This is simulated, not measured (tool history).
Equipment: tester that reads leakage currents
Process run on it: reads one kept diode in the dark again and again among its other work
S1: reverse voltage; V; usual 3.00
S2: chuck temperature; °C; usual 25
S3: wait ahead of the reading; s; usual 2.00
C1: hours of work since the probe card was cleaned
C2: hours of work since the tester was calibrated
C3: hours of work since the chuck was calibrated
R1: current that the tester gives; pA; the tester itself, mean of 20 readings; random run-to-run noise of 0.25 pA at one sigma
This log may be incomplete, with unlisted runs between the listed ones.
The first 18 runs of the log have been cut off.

run    hour     S1  S2    S3    C1    C2    C3      R1
 19   611.5   3.00  26  1.27   829  1290  1669   88.29
 20   649.4   3.00  23  3.26   851  1312  1691   67.70
 21   691.8   3.00  36  1.36   876  1337  1716  205.26
 22   740.1   3.00  36  1.36   904  1365  1744  204.30
 23   776.5   3.00  36  1.36   925  1386  1766  204.59
 24   819.0   3.00  36  1.36   950  1411  1790  204.94
 25   847.4   3.00  25  1.98   967  1428  1807   80.86
 26   891.9   3.00  39  0.35   993  1454  1833  261.69
 27   932.9   3.61  25  4.54  1017  1478  1857   86.03
 28   968.7   3.00  49  2.00  1038  1498  1878  565.25
 29   993.7   3.00  21  2.00  1052  1513  1892   56.68
 30  1032.0  18.37  25  3.83  1075  1535  1915  165.51
 31  1067.3  18.37  26  0.33  1095  1556  1935  193.83
 32  1091.7  18.37  26  0.33  1109  1570  1950  195.50
 33  1131.2  18.37  26  0.33  1132  1593  1973  194.96

Here are 4 independent what-if runs from the current tool condition. What would each one return?
  A  1161.1  16.07  32  0.45  1150  1611  1990   ?
  B  1161.1   3.27  23  0.89  1150  1611  1990   ?
  C  1161.1   4.84  25  2.00  1150  1611  1990   ?
  D  1161.1   1.15  31  4.72  1150  1611  1990   ?

run      R1
  A  292.49
  B   70.45
  C   97.35
  D   92.71
Had the tool no hidden state, the same runs would have come out as:
run      R1
  A  292.73
  B   70.52
  C   97.44
  D   92.81
